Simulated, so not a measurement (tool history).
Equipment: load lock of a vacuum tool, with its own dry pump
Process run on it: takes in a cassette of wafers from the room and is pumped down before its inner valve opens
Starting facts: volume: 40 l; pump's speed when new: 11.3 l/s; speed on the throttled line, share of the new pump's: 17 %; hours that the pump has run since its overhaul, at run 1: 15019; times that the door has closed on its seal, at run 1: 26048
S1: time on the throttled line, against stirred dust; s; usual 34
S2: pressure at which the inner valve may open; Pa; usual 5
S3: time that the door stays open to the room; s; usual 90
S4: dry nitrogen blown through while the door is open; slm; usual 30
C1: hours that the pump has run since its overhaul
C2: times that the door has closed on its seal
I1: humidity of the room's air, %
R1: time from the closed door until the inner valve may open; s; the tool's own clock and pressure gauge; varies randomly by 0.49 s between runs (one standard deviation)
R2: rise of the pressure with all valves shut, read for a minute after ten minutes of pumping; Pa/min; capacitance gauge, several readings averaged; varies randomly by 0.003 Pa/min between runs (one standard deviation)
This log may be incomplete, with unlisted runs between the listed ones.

Run 1, day 0: usual settings; C1 15019; C2 26048; I1 45.4. Result: R1 71.9 s, R2 0.261 Pa/min.
Run 2, day 12.646: usual settings; C1 15322; C2 26424; I1 42.9. Result: R1 71.9 s, R2 0.264 Pa/min.
Run 3, day 39.662: usual settings; C1 15971; C2 27227; I1 45.8. Result: R1 72.5 s, R2 0.272 Pa/min.
Run 4, day 58.862: usual settings; C1 16432; C2 27798; I1 45.1. Result: R1 72.2 s, R2 0.279 Pa/min.
Run 5, day 81.242: usual settings but S3 115 s; C1 16969; C2 28464; I1 45.1. Result: R1 72.8 s, R2 0.289 Pa/min.
At day 90.133: dry pump taken out, an overhauled one fitted.
Run 6, day 93.008: usual settings but S3 115 s; C1 69; C2 28806; I1 46. Result: R1 64.2 s, R2 0.302 Pa/min.
Run 7, day 109.95: usual settings but S3 115 s; C1 476; C2 29310; I1 45.6. Result: R1 64.3 s, R2 0.299 Pa/min.
Run 8, day 130.412: usual settings; C1 967; C2 29918; I1 48.4. Result: R1 64.7 s, R2 0.316 Pa/min.
Run 9, day 145.296: usual settings; C1 1324; C2 30361; I1 45.6. Result: R1 65.6 s, R2 0.31 Pa/min.
Run 10, day 157.05: usual settings; C1 1606; C2 30710; I1 46.3. Result: R1 64.8 s, R2 0.316 Pa/min.
Run 11, day 177.625: usual settings; C1 2100; C2 31322; I1 44.5. Result: R1 64.9 s, R2 0.32 Pa/min.
Run 12, day 195.246: usual settings but S1 36 s, S2 7 Pa, S3 39 s, S4 13 slm; C1 2523; C2 31846; I1 45.3. Result: R1 65.7 s, R2 0.326 Pa/min.
Run 13, day 212.446: usual settings but S1 39 s, S2 7 Pa, S3 39 s, S4 4 slm; C1 2935; C2 32357; I1 44.7. Result: R1 68.3 s, R2 0.354 Pa/min.
Run 14, day 228.667: usual settings but S1 39 s, S2 7 Pa, S3 39 s, S4 4 slm; C1 3325; C2 32840; I1 45.1. Result: R1 68.1 s, R2 0.363 Pa/min.
Run 15, day 253.65: usual settings but S4 17 slm; C1 3924; C2 33583; I1 44.4. Result: R1 65.9 s, R2 0.364 Pa/min.
Run 16, day 270.142: usual settings but S1 41 s, S3 33 s, S4 17 slm; C1 4320; C2 34073; I1 44.1. Result: R1 71.2 s, R2 0.352 Pa/min.

3 ways to go on from here, each from the tool as it stands after run 16. What would each give?
Run A, day 291.833: usual settings but S2 4 Pa, S3 94 s, S4 35 slm; C1 4841; C2 34718; I1 47.3. Result: R1 ?, R2 ?.
Run B, day 291.833: usual settings but S3 49 s; C1 4841; C2 34718; I1 46.4. Result: R1 ?, R2 ?.
Run C, day 291.833: usual settings but S1 50 s; C1 4841; C2 34718; I1 44.2. Result: R1 ?, R2 ?.

run    R1     R2
  A  65.9  0.369
  B  66.8  0.364
  C  79.1  0.367
Without the tool's unlogged condition, the same runs would have read:
run    R1     R2
  A  63.3  0.038
  B  64.2  0.032
  C  76.8  0.034
